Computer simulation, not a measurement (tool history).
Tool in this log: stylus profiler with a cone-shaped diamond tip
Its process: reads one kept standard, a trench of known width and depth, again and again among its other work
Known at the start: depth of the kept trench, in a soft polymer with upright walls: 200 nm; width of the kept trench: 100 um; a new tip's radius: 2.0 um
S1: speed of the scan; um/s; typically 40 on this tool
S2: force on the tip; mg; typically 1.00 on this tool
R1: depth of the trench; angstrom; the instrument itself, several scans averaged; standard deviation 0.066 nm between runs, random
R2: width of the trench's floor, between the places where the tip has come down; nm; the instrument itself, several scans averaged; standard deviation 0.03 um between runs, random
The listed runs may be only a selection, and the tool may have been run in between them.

run	hour	S1	S2	R1	R2
1	0.0	40	1.00	2017.5	97960
2	77.7	40	1.00	2018.5	97900
3	131.1	40	1.00	2019.6	97840
4	179.1	40	1.00	2018.4	97820
5	277.9	40	1.00	2018.3	97770
6	363.9	40	1.00	2021.1	97730
7	445.2	40	1.00	2019.3	97740
8	490.1	40	1.00	2021.2	97700
9	541.7	51	1.43	2024.1	97720
10	636.9	34	0.74	2017.3	97690
11	713.5	62	0.74	2018.5	97460

Forecast each of these 5 alternatives for the next run:
A	784.2	40	1.55	?	?
B	784.2	25	0.43	?	?
C	784.2	13	0.73	?	?
D	784.2	73	0.60	?	?
E	784.2	121	0.82	?	?

run	R1	R2
A	2028.0	97640
B	2016.2	97610
C	2019.1	97710
D	2017.7	97290
E	2020.8	97060
The same runs, with their run-to-run variation unchanged, on a tool lacking any hidden condition would have given:
run	R1	R2
A	2021.6	98070
B	2009.9	98030
C	2012.8	98130
D	2011.4	97720
E	2014.5	97490
